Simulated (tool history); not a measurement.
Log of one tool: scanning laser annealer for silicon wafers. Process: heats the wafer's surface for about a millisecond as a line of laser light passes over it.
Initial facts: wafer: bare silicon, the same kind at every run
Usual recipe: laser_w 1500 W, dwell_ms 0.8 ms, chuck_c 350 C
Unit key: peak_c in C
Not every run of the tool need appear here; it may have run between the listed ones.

run 1 hour=0 | laser_w=1500 dwell_ms=0.8 chuck_c=350 | peak_c=1103
run 2 hour=62.9 | laser_w=1500 dwell_ms=0.866 chuck_c=350 | peak_c=1133
run 3 hour=108.1 | laser_w=1500 dwell_ms=0.866 chuck_c=350 | peak_c=1128
run 4 hour=155.5 | laser_w=1500 dwell_ms=0.866 chuck_c=350 | peak_c=1121
-- hour=195.7 window over the wafer cleaned
run 5 hour=216.1 | laser_w=1500 dwell_ms=0.758 chuck_c=350 | peak_c=1112
run 6 hour=248.7 | laser_w=1500 dwell_ms=0.758 chuck_c=350 | peak_c=1107
run 7 hour=287.4 | laser_w=1500 dwell_ms=0.716 chuck_c=350 | peak_c=1078
run 8 hour=356.5 | laser_w=1500 dwell_ms=0.716 chuck_c=350 | peak_c=1078
run 9 hour=425.9 | laser_w=1500 dwell_ms=0.716 chuck_c=350 | peak_c=1071
run 10 hour=482 | laser_w=1500 dwell_ms=0.8 chuck_c=373 | peak_c=1133
-- hour=501.8 optics aligned, line set to its width
run 11 hour=553 | laser_w=1500 dwell_ms=0.8 chuck_c=373 | peak_c=1143
run 12 hour=621 | laser_w=1500 dwell_ms=0.8 chuck_c=350 | peak_c=1115
run 13 hour=654.2 | laser_w=1500 dwell_ms=0.8 chuck_c=350 | peak_c=1113
run 14 hour=696.5 | laser_w=1500 dwell_ms=0.8 chuck_c=350 | peak_c=1110
run 15 hour=739.9 | laser_w=1500 dwell_ms=0.8 chuck_c=350 | peak_c=1107
-- hour=807.9 window over the wafer cleaned
run 16 hour=813.5 | laser_w=1500 dwell_ms=0.8 chuck_c=350 | peak_c=1140
run 17 hour=880.6 | laser_w=1500 dwell_ms=0.8 chuck_c=350 | peak_c=1141
run 18 hour=914.1 | laser_w=1500 dwell_ms=0.8 chuck_c=350 | peak_c=1137
run 19 hour=953.8 | laser_w=1500 dwell_ms=0.8 chuck_c=350 | peak_c=1134
run 20 hour=986.6 | laser_w=1500 dwell_ms=0.8 chuck_c=350 | peak_c=1129
run 21 hour=1042.5 | laser_w=1514 dwell_ms=0.8 chuck_c=350 | peak_c=1134
run 22 hour=1081.3 | laser_w=1453 dwell_ms=0.646 chuck_c=345 | peak_c=1008
run 23 hour=1112.6 | laser_w=1416 dwell_ms=0.902 chuck_c=312 | peak_c=1074
run 24 hour=1180.9 | laser_w=1416 dwell_ms=0.84 chuck_c=312 | peak_c=1041
run 25 hour=1222 | laser_w=1530 dwell_ms=0.8 chuck_c=358 | peak_c=1140
run 26 hour=1289.9 | laser_w=1530 dwell_ms=0.8 chuck_c=358 | peak_c=1134
run 27 hour=1335.3 | laser_w=1315 dwell_ms=0.794 chuck_c=376 | peak_c=1011
run 28 hour=1378.1 | laser_w=1315 dwell_ms=0.794 chuck_c=376 | peak_c=1005
-- hour=1412 window over the wafer cleaned
run 29 hour=1441.7 | laser_w=1467 dwell_ms=0.8 chuck_c=346 | peak_c=1112
run 30 hour=1489.5 | laser_w=1467 dwell_ms=0.8 chuck_c=346 | peak_c=1107
run 31 hour=1561.8 | laser_w=1467 dwell_ms=0.8 chuck_c=346 | peak_c=1103
run 32 hour=1596.8 | laser_w=1568 dwell_ms=0.752 chuck_c=351 | peak_c=1144
run 33 hour=1641.3 | laser_w=1584 dwell_ms=0.752 chuck_c=388 | peak_c=1185
run 34 hour=1699.6 | laser_w=1500 dwell_ms=0.8 chuck_c=376 | peak_c=1144
run 35 hour=1736.4 | laser_w=1500 dwell_ms=0.8 chuck_c=376 | peak_c=1137
run 36 hour=1781.3 | laser_w=1528 dwell_ms=0.993 chuck_c=311 | peak_c=1187
run 37 hour=1831.3 | laser_w=1617 dwell_ms=0.876 chuck_c=365 | peak_c=1235
run 38 hour=1869.4 | laser_w=1555 dwell_ms=0.876 chuck_c=364 | peak_c=1191
run 39 hour=1916.5 | laser_w=1555 dwell_ms=0.876 chuck_c=330 | peak_c=1151
run 40 hour=1955 | laser_w=1406 dwell_ms=0.692 chuck_c=377 | peak_c=1008

Per-run results on a tool with no hidden state, each run keeping its own random variation:
What the log doesn't record here: light that passes the window, % of a clean one's; laser's true power over the reading, %; width of the line over the set one, %; drift of the gauge itself on peak_c, C.
run=1 peak_c=1147
run=2 peak_c=1184
run=3 peak_c=1183
run=4 peak_c=1179
run=5 peak_c=1125
run=6 peak_c=1123
run=7 peak_c=1096
run=8 peak_c=1101
run=9 peak_c=1100
run=10 peak_c=1169
run=11 peak_c=1169
run=12 peak_c=1147
run=13 peak_c=1147
run=14 peak_c=1148
run=15 peak_c=1149
run=16 peak_c=1141
run=17 peak_c=1149
run=18 peak_c=1148
run=19 peak_c=1148
run=20 peak_c=1146
run=21 peak_c=1157
run=22 peak_c=1029
run=23 peak_c=1102
run=24 peak_c=1073
run=25 peak_c=1178
run=26 peak_c=1177
run=27 peak_c=1050
run=28 peak_c=1047
run=29 peak_c=1121
run=30 peak_c=1121
run=31 peak_c=1122
run=32 peak_c=1168
run=33 peak_c=1212
run=34 peak_c=1175
run=35 peak_c=1171
run=36 peak_c=1230
run=37 peak_c=1284
run=38 peak_c=1241
run=39 peak_c=1206
run=40 peak_c=1052
